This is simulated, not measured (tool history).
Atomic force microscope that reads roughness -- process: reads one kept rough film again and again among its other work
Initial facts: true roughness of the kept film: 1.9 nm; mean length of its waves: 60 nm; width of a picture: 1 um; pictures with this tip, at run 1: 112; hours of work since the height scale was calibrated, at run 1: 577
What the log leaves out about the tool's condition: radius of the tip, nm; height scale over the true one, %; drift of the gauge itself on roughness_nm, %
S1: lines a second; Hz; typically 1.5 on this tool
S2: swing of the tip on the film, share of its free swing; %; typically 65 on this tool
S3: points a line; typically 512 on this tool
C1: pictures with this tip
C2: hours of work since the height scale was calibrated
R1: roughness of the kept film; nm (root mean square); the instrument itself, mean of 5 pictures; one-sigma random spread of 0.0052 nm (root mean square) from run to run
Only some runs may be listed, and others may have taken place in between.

run,hour,S1,S2,S3,C1,C2,R1
1,0,1.5,65,512,112,577,1.707
2,38.9,1.5,65,512,165,606,1.7
3,78.9,1.5,65,512,220,635,1.683
4,116.4,1.5,71,512,271,662,1.634
# hour 120.3: height scale calibrated on a step standard
5,161.3,1.5,65,512,331,30,1.671
# hour 185.3: height scale calibrated on a step standard, once more
# hour 185.8: new tip fitted
6,188.4,1,61,463,4,2,1.791
7,208.5,1,61,275,31,17,1.773
8,241.8,1,61,275,76,41,1.776
9,277.1,3.16,73,691,124,67,1.487
10,319.2,1.25,83,446,182,97,1.575

5 options for the next run, each taken on its own from the tool as it stands now. Forecast them:
A,359.8,1.25,87,446,237,127,?
B,359.8,1.43,83,392,237,127,?
C,359.8,1.5,67,946,237,127,?
D,359.8,0.65,65,512,237,127,?
E,359.8,1.2,83,446,237,127,?

run,R1
A,1.521
B,1.536
C,1.673
D,1.767
E,1.576
The same runs, with their run-to-run variation unchanged, on a tool lacking any hidden condition would have given:
run,R1
A,1.559
B,1.574
C,1.715
D,1.811
E,1.616
